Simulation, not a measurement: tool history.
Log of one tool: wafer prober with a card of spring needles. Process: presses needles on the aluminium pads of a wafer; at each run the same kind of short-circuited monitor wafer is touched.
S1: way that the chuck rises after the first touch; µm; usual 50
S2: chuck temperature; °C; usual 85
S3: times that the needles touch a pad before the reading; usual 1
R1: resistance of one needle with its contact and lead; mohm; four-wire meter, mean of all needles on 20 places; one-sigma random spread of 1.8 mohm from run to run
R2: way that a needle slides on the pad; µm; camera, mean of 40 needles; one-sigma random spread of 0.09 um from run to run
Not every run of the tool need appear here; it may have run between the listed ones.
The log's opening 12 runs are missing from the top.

run,hour,S1,S2,S3,R1,R2
# hour 126.7: tips cleaned on abrasive film
13,133.7,50,85,1,185,10.2
14,141.2,50,85,1,186,10.24
# hour 150.2: tips cleaned on abrasive film
15,155.4,50,85,1,185,10.25
16,163.8,50,85,1,185,10.18
17,170.7,50,85,1,186,10.2
# hour 172.5: tips cleaned on abrasive film
18,179.2,50,85,1,185,10.38
19,191.2,50,85,1,185,10.36
# hour 194.7: tips cleaned on abrasive film
20,204.5,50,85,1,189,10.28
21,212.2,50,71,2,180,10.28
# hour 217: tips cleaned on abrasive film
22,224.2,31,94,1,202,6.35
23,232.3,31,94,1,202,6.39
24,238.7,50,51,1,179,10.41
# hour 240: tips cleaned on abrasive film
25,245.6,50,51,1,181,10.39
26,261,50,51,1,179,10.17
# hour 262.3: tips cleaned on abrasive film
27,276.4,45,31,1,176,9.23
# hour 284.9: tips cleaned on abrasive film
28,291.3,44,63,2,186,9.05
# hour 298.8: height of the first contact set anew
29,304.7,30,108,1,207,6.05
# hour 308.3: tips cleaned on abrasive film
30,318.9,52,64,1,182,10.62
# hour 330.6: tips cleaned on abrasive film
31,331.7,33,98,2,200,6.89
32,342.3,69,37,3,171,14.29
# hour 353.9: tips cleaned on abrasive film
33,356.8,50,85,1,184,10.13
34,370.6,50,85,1,183,10.28
# hour 376.5: tips cleaned on abrasive film
35,380.2,50,47,1,179,10.29

3 options for the next run, each taken on its own from the tool as it stands now. Forecast them:
A,390.4,45,75,1,?,?
B,390.4,50,47,2,?,?
C,390.4,31,85,1,?,?

run,R1,R2
A,187,9.31
B,180,10.25
C,200,6.41
Without the tool's hidden state the same runs would have given:
run,R1,R2
A,187,9.31
B,180,10.25
C,200,6.41
